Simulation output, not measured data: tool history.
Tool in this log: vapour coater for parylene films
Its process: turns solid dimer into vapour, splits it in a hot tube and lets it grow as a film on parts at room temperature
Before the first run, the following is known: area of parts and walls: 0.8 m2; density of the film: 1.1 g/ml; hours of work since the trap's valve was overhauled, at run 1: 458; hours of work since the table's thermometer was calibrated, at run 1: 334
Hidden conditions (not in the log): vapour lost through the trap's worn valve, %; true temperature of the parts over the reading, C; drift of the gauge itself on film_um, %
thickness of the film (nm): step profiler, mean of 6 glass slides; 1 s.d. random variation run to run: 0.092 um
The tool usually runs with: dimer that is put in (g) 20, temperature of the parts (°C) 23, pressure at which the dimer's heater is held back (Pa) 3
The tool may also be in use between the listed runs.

| run | day | dimer that is put in (g) | temperature of the parts (°C) | pressure at which the dimer's heater is held back (Pa) | hours of work since the trap's valve was overhauled | hours of work since the table's thermometer was calibrated | thickness of the film (nm) |
|---|---|---|---|---|---|---|---|
| 1 | 0 | 20 | 23 | 3 | 458 | 334 | 16540 |
| 2 | 1.183 | 20 | 23 | 7.34 | 482 | 359 | 14930 |
|  | 2.012 | trap's valve overhauled |
| 3 | 3.221 | 20 | 23 | 7.34 | 25 | 398 | 16660 |
| 4 | 4.9 | 20 | 23 | 7.34 | 60 | 433 | 16540 |
| 5 | 6.179 | 20 | 23 | 7.34 | 87 | 459 | 16520 |
| 6 | 7.358 | 20 | 23 | 3 | 111 | 484 | 17800 |
| 7 | 8.258 | 20 | 23 | 5.43 | 130 | 502 | 16800 |
| 8 | 10.192 | 20 | 23 | 5.43 | 170 | 543 | 16720 |
| 9 | 11.929 | 20 | 16 | 3 | 207 | 579 | 21200 |
| 10 | 13.483 | 20 | 16 | 3 | 239 | 611 | 20870 |
| 11 | 15.429 | 20 | 16 | 3 | 279 | 652 | 20790 |
| 12 | 17.171 | 20 | 16 | 3 | 316 | 688 | 20630 |
| 13 | 18.5 | 20 | 16 | 3 | 343 | 716 | 20630 |
| 14 | 19.396 | 20 | 16 | 3 | 362 | 734 | 20350 |
| 15 | 21.012 | 20 | 16 | 3 | 396 | 768 | 20140 |
| 16 | 22.879 | 20 | 16 | 3 | 434 | 807 | 19900 |
| 17 | 24.912 | 20 | 16 | 3 | 477 | 849 | 19640 |
|  | 25.933 | trap's valve overhauled |
| 18 | 27.283 | 20 | 16 | 3 | 28 | 895 | 22000 |
| 19 | 28.562 | 20 | 23 | 3 | 55 | 922 | 18070 |
| 20 | 29.454 | 20 | 23 | 3 | 73 | 940 | 17950 |
| 21 | 30.408 | 20 | 23 | 3 | 93 | 960 | 17870 |

Run 22 has not been measured yet. What should we expect?
| 22 | 32.292 | 23 | 23 | 3 | 132 | 999 | ? |

Run 22 produced thickness of the film (nm) 20590.
Minus the tool's unlogged condition, the same run would have read thickness of the film (nm) 21150.

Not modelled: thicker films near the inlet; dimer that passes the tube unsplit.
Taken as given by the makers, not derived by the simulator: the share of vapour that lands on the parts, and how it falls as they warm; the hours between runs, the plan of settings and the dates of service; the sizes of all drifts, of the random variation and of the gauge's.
